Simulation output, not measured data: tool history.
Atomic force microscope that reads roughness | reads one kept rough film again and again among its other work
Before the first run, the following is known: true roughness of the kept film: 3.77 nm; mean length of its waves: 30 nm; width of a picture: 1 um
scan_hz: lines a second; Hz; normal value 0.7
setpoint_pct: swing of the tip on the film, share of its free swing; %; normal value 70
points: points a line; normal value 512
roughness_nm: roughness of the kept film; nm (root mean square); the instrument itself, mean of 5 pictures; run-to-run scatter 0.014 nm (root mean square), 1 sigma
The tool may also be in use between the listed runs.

| run | day | scan_hz | setpoint_pct | points | roughness_nm |
|---|---|---|---|---|---|
| 1 | 0 | 0.7 | 70 | 512 | 2.963 |
|  | 1.112 | new tip fitted |
| 2 | 2.638 | 0.7 | 70 | 512 | 3.198 |
| 3 | 5 | 0.7 | 70 | 512 | 2.965 |
|  | 6.6 | new tip fitted |
| 4 | 6.6 | 0.7 | 70 | 512 | 3.359 |
| 5 | 7.95 | 0.7 | 70 | 512 | 3.217 |
| 6 | 9.471 | 0.7 | 70 | 512 | 3.076 |
|  | 12.029 | new tip fitted |
| 7 | 12.029 | 0.7 | 70 | 512 | 3.348 |
|  | 12.288 | height scale calibrated on a step standard |
| 8 | 14.475 | 0.7 | 80 | 512 | 3.013 |
| 9 | 16.908 | 1.542 | 71 | 512 | 2.787 |
|  | 17.488 | new tip fitted |
| 10 | 19.129 | 0.7 | 60 | 668 | 3.183 |
| 11 | 21.588 | 0.527 | 76 | 415 | 2.924 |
| 12 | 22.65 | 0.527 | 76 | 415 | 2.841 |
|  | 22.904 | new tip fitted |
|  | 23.742 | height scale calibrated on a step standard, once more |
| 13 | 25.138 | 1.636 | 69 | 411 | 3.022 |
| 14 | 26.867 | 0.531 | 74 | 974 | 3.02 |
|  | 28.517 | new tip fitted |
| 15 | 29.367 | 3.874 | 63 | 422 | 3.045 |

Forecast each of these 4 alternatives for the next run:
| A | 30.712 | 0.7 | 62 | 512 | ? |
| B | 30.712 | 2.402 | 87 | 325 | ? |
| C | 30.712 | 1.584 | 74 | 512 | ? |
| D | 30.712 | 3.171 | 70 | 409 | ? |

| run | roughness_nm |
|---|---|
| A | 3.148 |
| B | 2.635 |
| C | 3 |
| D | 2.859 |
Had the tool no hidden state, the same runs would have come out as:
| run | roughness_nm |
|---|---|
| A | 3.398 |
| B | 2.845 |
| C | 3.238 |
| D | 3.087 |

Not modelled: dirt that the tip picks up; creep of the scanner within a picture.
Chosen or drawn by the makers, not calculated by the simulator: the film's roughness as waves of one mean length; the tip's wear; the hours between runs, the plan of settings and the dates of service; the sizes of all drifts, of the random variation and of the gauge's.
